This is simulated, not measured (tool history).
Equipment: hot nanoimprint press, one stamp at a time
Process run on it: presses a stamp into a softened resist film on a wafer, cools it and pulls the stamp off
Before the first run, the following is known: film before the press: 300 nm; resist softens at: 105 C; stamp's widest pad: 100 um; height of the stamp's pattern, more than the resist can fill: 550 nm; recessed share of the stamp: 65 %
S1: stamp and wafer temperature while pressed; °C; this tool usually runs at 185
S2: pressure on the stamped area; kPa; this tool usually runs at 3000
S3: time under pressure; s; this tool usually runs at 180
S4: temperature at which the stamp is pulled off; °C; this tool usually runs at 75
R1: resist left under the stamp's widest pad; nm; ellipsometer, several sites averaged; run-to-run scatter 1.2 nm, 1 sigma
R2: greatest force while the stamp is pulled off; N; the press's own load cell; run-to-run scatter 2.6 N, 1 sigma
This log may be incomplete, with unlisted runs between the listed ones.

run,day,S1,S2,S3,S4,R1,R2
1,0.000,185,3000,180,75,167.2,165
# day 0.733: stamp cleaned and given a new release coat
2,0.808,185,3000,180,66,167.6,137
3,1.725,185,3000,180,66,168.0,144
4,2.371,185,3000,180,66,168.8,146
5,2.854,179,3000,180,75,198.7,119
6,3.750,185,3000,180,75,165.8,124
7,4.696,185,3000,180,75,166.3,129
8,5.192,185,3000,180,75,164.1,126
9,6.200,185,3000,180,75,166.6,130
10,6.938,185,3000,180,75,165.9,131
11,7.746,185,3000,180,75,164.7,131
12,8.221,185,3000,180,75,166.2,138
13,8.842,185,3000,180,75,167.8,137
14,9.692,185,3000,344,75,134.8,140
15,10.492,185,3000,344,75,135.4,133
16,11.217,185,3000,116,75,188.0,141
17,11.938,185,3000,104,75,191.5,148
18,12.929,177,2930,99,64,234.1,190
19,13.433,183,2930,99,83,204.3,118
20,14.454,180,3880,101,70,195.4,173
# day 14.650: plate thermocouple calibrated
21,15.454,190,3000,111,75,160.4,143
22,16.292,185,3020,156,75,162.4,145
# day 17.171: plate thermocouple calibrated, once more
23,17.308,185,2000,147,82,218.6,147
24,17.967,185,2000,147,82,217.8,141

The next listed run, before its measurement:
25,18.508,185,1820,180,68,?,?

R1: 218.0 nm
R2: 198 N
Minus the tool's unlogged condition, the same run would have read R1 216.8 nm, R2 142 N.

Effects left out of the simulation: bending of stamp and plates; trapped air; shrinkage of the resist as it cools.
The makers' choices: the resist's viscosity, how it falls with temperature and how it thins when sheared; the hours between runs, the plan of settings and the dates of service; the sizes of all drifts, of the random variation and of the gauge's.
